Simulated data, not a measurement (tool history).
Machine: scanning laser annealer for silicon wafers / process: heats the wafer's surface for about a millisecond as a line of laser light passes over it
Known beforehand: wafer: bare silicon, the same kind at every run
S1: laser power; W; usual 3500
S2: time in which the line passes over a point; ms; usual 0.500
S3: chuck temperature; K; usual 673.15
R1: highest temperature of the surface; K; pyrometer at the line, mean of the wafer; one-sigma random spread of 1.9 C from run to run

run,day,S1,S2,S3,R1
1,0.000,3500,0.500,673.15,1434.15
2,0.642,3500,0.500,673.15,1431.15
3,1.375,3500,0.500,673.15,1429.15
4,2.046,3500,0.500,673.15,1429.15
5,2.696,3500,0.500,673.15,1428.15
# day 3.417: window over the wafer cleaned
6,3.962,3813,0.532,675.15,1571.15
7,4.892,2998,0.383,673.15,1252.15
8,5.471,2998,0.383,673.15,1254.15
9,6.375,2988,0.437,687.15,1301.15
10,7.479,3643,0.437,637.15,1405.15

Consider 3 possible next runs. They are alternatives, not a sequence: every one starts from the tool as it was left by run 10. What does each give?
A,8.525,3643,0.437,650.15,?
B,8.525,3500,0.424,673.15,?
C,8.525,3500,0.376,673.15,?

run,R1
A,1418.15
B,1394.15
C,1350.15
Had the tool no hidden state, the same runs would have come out as:
run,R1
A,1439.15
B,1414.15
C,1369.15
